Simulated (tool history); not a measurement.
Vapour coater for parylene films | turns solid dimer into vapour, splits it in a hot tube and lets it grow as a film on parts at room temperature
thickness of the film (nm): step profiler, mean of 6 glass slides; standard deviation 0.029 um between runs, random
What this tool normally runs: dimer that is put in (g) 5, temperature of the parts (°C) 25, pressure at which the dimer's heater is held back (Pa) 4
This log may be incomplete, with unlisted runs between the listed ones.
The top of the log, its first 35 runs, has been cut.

run	hour	dimer that is put in (g)	temperature of the parts (°C)	pressure at which the dimer's heater is held back (Pa)	hours of work since the trap's valve was overhauled	hours of work since the table's thermometer was calibrated	thickness of the film (nm)
36	1135.2	3	23	2.33	13	70	1840
37	1157.5	3	19	7.98	26	83	1720
38	1200.8	3	32	11.3	51	109	980
39	1223.7	2	34	4.33	65	123	710
40	1257.4	2	34	4.33	85	142	660
41	1293.4	2	34	4.33	106	164	690
42	1319.7	2	34	4.33	121	179	680
43	1356.2	2	34	2.79	143	201	780
44	1383.2	2	34	2.79	159	217	760
45	1402.8	7	28	4.31	170	228	3010
46	1422.7	2	21	7.96	182	240	1000
47	1456.4	2	21	7.96	202	260	980

Predict each of these 3 candidate next runs independently; none follows another, all start after run 47:
A	1501.1	6	24	3.46	228	286	?
B	1501.1	2	20	7.96	228	286	?
C	1501.1	6	21	7.96	228	286	?

run	thickness of the film (nm)
A	3070
B	1030
C	3000
With no hidden state in the tool, these same runs would have given:
run	thickness of the film (nm)
A	3380
B	1130
C	3310
